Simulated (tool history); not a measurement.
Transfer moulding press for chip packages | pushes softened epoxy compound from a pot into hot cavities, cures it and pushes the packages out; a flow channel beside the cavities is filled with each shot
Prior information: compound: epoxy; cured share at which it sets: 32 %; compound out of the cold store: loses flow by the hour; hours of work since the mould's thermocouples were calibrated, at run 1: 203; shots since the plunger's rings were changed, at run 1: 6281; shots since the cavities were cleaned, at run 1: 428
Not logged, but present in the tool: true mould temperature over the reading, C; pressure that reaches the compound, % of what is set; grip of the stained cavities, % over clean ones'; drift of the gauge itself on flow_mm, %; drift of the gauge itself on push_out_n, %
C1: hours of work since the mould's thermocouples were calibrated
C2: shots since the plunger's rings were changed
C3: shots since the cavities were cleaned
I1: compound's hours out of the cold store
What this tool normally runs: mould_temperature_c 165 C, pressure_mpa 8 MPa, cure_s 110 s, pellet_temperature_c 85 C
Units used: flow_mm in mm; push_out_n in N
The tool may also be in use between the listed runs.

run 1 hour=0 | mould_temperature_c=165 pressure_mpa=8 cure_s=110 pellet_temperature_c=85 | C1=203 C2=6281 C3=428 | I1=43.8 | flow_mm=485 push_out_n=246
-- hour=4.6 cavities cleaned with cleaning compound and waxed
-- hour=51.6 plunger's sealing rings changed
run 2 hour=57.5 | mould_temperature_c=165 pressure_mpa=8 cure_s=110 pellet_temperature_c=85 | C1=226 C2=40 C3=340 | I1=33 | flow_mm=501 push_out_n=240
-- hour=78 cavities cleaned with cleaning compound and waxed
run 3 hour=94.9 | mould_temperature_c=165 pressure_mpa=8 cure_s=110 pellet_temperature_c=85 | C1=241 C2=282 C3=114 | I1=27.5 | flow_mm=517 push_out_n=249
-- hour=148.8 cavities cleaned with cleaning compound and waxed
run 4 hour=155.1 | mould_temperature_c=167 pressure_mpa=8 cure_s=110 pellet_temperature_c=85 | C1=265 C2=678 C3=42 | I1=47.4 | flow_mm=480 push_out_n=222
run 5 hour=205.8 | mould_temperature_c=165 pressure_mpa=8 cure_s=110 pellet_temperature_c=79 | C1=286 C2=1020 C3=384 | I1=28.6 | flow_mm=516 push_out_n=252
-- hour=216 cavities cleaned with cleaning compound and waxed
run 6 hour=233 | mould_temperature_c=165 pressure_mpa=8 cure_s=110 pellet_temperature_c=85 | C1=297 C2=1194 C3=115 | I1=36.7 | flow_mm=498 push_out_n=233
run 7 hour=259.4 | mould_temperature_c=165 pressure_mpa=8 cure_s=110 pellet_temperature_c=85 | C1=308 C2=1371 C3=292 | I1=15.8 | flow_mm=531 push_out_n=253
-- hour=285.8 cavities cleaned with cleaning compound and waxed
run 8 hour=305 | mould_temperature_c=165 pressure_mpa=8 cure_s=110 pellet_temperature_c=85 | C1=326 C2=1669 C3=129 | I1=11.7 | flow_mm=538 push_out_n=242
-- hour=354.5 cavities cleaned with cleaning compound and waxed
run 9 hour=368.7 | mould_temperature_c=165 pressure_mpa=8 cure_s=110 pellet_temperature_c=85 | C1=352 C2=2089 C3=96 | I1=23.2 | flow_mm=518 push_out_n=242
-- hour=426.7 cavities cleaned with cleaning compound and waxed
run 10 hour=432.3 | mould_temperature_c=165 pressure_mpa=7.23 cure_s=110 pellet_temperature_c=85 | C1=378 C2=2508 C3=38 | I1=40.6 | flow_mm=466 push_out_n=242
run 11 hour=464.5 | mould_temperature_c=165 pressure_mpa=7.23 cure_s=110 pellet_temperature_c=85 | C1=391 C2=2725 C3=255 | I1=23.6 | flow_mm=493 push_out_n=246
-- hour=493.9 cavities cleaned with cleaning compound and waxed
run 12 hour=507.1 | mould_temperature_c=165 pressure_mpa=7.23 cure_s=110 pellet_temperature_c=85 | C1=408 C2=3002 C3=89 | I1=45.3 | flow_mm=465 push_out_n=244
run 13 hour=558.6 | mould_temperature_c=165 pressure_mpa=8 cure_s=110 pellet_temperature_c=85 | C1=430 C2=3350 C3=437 | I1=28.8 | flow_mm=515 push_out_n=241
-- hour=563.1 cavities cleaned with cleaning compound and waxed
run 14 hour=606.8 | mould_temperature_c=165 pressure_mpa=8 cure_s=110 pellet_temperature_c=85 | C1=449 C2=3664 C3=294 | I1=8.1 | flow_mm=542 push_out_n=247
-- hour=631.9 cavities cleaned with cleaning compound and waxed
run 15 hour=635.5 | mould_temperature_c=165 pressure_mpa=9.02 cure_s=136 pellet_temperature_c=81 | C1=460 C2=3848 C3=24 | I1=14.1 | flow_mm=571 push_out_n=206
run 16 hour=668.9 | mould_temperature_c=163 pressure_mpa=8 cure_s=107 pellet_temperature_c=85 | C1=474 C2=4073 C3=249 | I1=42 | flow_mm=491 push_out_n=278
-- hour=700.9 cavities cleaned with cleaning compound and waxed
-- hour=732.1 mould's thermocouples calibrated
run 17 hour=734.1 | mould_temperature_c=163 pressure_mpa=6.09 cure_s=116 pellet_temperature_c=85 | C1=1 C2=4489 C3=210 | I1=8.2 | flow_mm=475 push_out_n=251
-- hour=771.2 cavities cleaned with cleaning compound and waxed
run 18 hour=793.8 | mould_temperature_c=159 pressure_mpa=6.09 cure_s=92 pellet_temperature_c=85 | C1=25 C2=4882 C3=152 | I1=25.6 | flow_mm=458 push_out_n=517
run 19 hour=822.2 | mould_temperature_c=164 pressure_mpa=6.51 cure_s=110 pellet_temperature_c=86 | C1=37 C2=5074 C3=344 | I1=18.7 | flow_mm=475 push_out_n=256
-- hour=842.9 cavities cleaned with cleaning compound and waxed
run 20 hour=877.6 | mould_temperature_c=164 pressure_mpa=6.51 cure_s=110 pellet_temperature_c=86 | C1=59 C2=5437 C3=234 | I1=17.3 | flow_mm=480 push_out_n=267
-- hour=913.7 cavities cleaned with cleaning compound and waxed
run 21 hour=942.1 | mould_temperature_c=164 pressure_mpa=6.53 cure_s=110 pellet_temperature_c=86 | C1=85 C2=5862 C3=191 | I1=45.6 | flow_mm=439 push_out_n=248
-- hour=984.4 cavities cleaned with cleaning compound and waxed
run 22 hour=1005 | mould_temperature_c=164 pressure_mpa=6.53 cure_s=110 pellet_temperature_c=86 | C1=111 C2=6276 C3=139 | I1=21 | flow_mm=478 push_out_n=252
-- hour=1055.4 plunger's sealing rings changed
-- hour=1056.9 cavities cleaned with cleaning compound and waxed
run 23 hour=1056.9 | mould_temperature_c=173 pressure_mpa=8.79 cure_s=97 pellet_temperature_c=89 | C1=131 C2=0 C3=0 | I1=9.4 | flow_mm=558 push_out_n=204

Predict the results of run 24:
run 24 hour=1100.3 | mould_temperature_c=158 pressure_mpa=9.1 cure_s=122 pellet_temperature_c=85 | C1=149 C2=293 C3=293 | I1=13.9 | flow_mm=? push_out_n=?

{"run 24": {"flow_mm": 580, "push_out_n": 322}}
Take away the tool's hidden state, keep the run-to-run variation as it was, and the same run would have given flow_mm 580 mm, push_out_n 318 N.
